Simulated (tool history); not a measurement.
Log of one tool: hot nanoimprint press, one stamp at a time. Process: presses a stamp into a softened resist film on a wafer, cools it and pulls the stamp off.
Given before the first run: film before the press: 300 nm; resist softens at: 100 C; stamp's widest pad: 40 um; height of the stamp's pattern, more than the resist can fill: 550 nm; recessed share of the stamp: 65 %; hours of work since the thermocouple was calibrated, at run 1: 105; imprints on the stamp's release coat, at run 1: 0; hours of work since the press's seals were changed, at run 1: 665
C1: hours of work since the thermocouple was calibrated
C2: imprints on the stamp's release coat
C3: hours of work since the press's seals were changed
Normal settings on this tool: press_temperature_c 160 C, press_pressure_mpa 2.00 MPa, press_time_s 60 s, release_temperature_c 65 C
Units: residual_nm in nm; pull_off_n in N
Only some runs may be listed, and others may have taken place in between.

Run 1, hour 0.0: usual settings; C1 105; C2 0; C3 665. Result: residual_nm 146.3 nm, pull_off_n 174 N.
Run 2, hour 13.9: usual settings but press_pressure_mpa 3.03 MPa; C1 116; C2 75; C3 676. Result: residual_nm 118.9 nm, pull_off_n 178 N.
Run 3, hour 24.6: usual settings; C1 124; C2 133; C3 684. Result: residual_nm 145.4 nm, pull_off_n 175 N.
Run 4, hour 44.4: usual settings; C1 140; C2 240; C3 700. Result: residual_nm 146.9 nm, pull_off_n 177 N.
Run 5, hour 63.9: usual settings; C1 155; C2 346; C3 715. Result: residual_nm 147.3 nm, pull_off_n 176 N.
Run 6, hour 73.4: usual settings but release_temperature_c 56 C; C1 163; C2 398; C3 723. Result: residual_nm 146.3 nm, pull_off_n 214 N.
Run 7, hour 89.0: usual settings but release_temperature_c 56 C; C1 175; C2 482; C3 735. Result: residual_nm 148.1 nm, pull_off_n 222 N.
At hour 100.7: stamp cleaned and given a new release coat.
Run 8, hour 109.1: usual settings; C1 186; C2 45; C3 746. Result: residual_nm 148.7 nm, pull_off_n 179 N.
Run 9, hour 122.6: usual settings but press_temperature_c 153 C; C1 196; C2 118; C3 757. Result: residual_nm 180.3 nm, pull_off_n 173 N.
Run 10, hour 131.5: usual settings but press_time_s 57 s, release_temperature_c 52 C; C1 204; C2 167; C3 764. Result: residual_nm 152.2 nm, pull_off_n 247 N.
Run 11, hour 145.2: usual settings but press_temperature_c 167 C, press_pressure_mpa 1.45 MPa, press_time_s 57 s, release_temperature_c 52 C; C1 214; C2 241; C3 775. Result: residual_nm 144.2 nm, pull_off_n 243 N.
Run 12, hour 167.4: usual settings but press_temperature_c 167 C, press_pressure_mpa 1.45 MPa, press_time_s 57 s, release_temperature_c 52 C; C1 232; C2 361; C3 792. Result: residual_nm 144.3 nm, pull_off_n 243 N.
Run 13, hour 187.3: usual settings but press_time_s 91 s, release_temperature_c 62 C; C1 247; C2 469; C3 808. Result: residual_nm 128.9 nm, pull_off_n 191 N.
At hour 200.7: stamp cleaned and given a new release coat.
At hour 203.6: gauge calibrated.
Run 14, hour 203.6: usual settings but press_pressure_mpa 2.55 MPa, press_time_s 49 s; C1 255; C2 16; C3 816. Result: residual_nm 139.2 nm, pull_off_n 173 N.
Run 15, hour 217.1: usual settings but press_temperature_c 150 C, press_pressure_mpa 2.40 MPa, press_time_s 49 s; C1 266; C2 89; C3 826. Result: residual_nm 192.4 nm, pull_off_n 171 N.
Run 16, hour 228.4: usual settings but press_temperature_c 171 C, press_pressure_mpa 2.40 MPa, press_time_s 107 s; C1 275; C2 150; C3 835. Result: residual_nm 76.5 nm, pull_off_n 182 N.

Branching from run 16: 3 alternative next runs. What would each branch give?
Run A, hour 242.6: usual settings but press_pressure_mpa 2.85 MPa; C1 286; C2 227; C3 847. Result: residual_nm ?, pull_off_n ?.
Run B, hour 242.6: usual settings but press_temperature_c 165 C; C1 286; C2 227; C3 847. Result: residual_nm ?, pull_off_n ?.
Run C, hour 242.6: usual settings but press_pressure_mpa 2.32 MPa, press_time_s 115 s, release_temperature_c 50 C; C1 286; C2 227; C3 847. Result: residual_nm ?, pull_off_n ?.

run  residual_nm  pull_off_n
  A        123.1         173
  B        126.4         175
  C        106.8         246
With the hidden condition removed and each run's random variation left untouched, the same runs would have given:
run  residual_nm  pull_off_n
  A        122.6         173
  B        125.9         175
  C        106.3         246
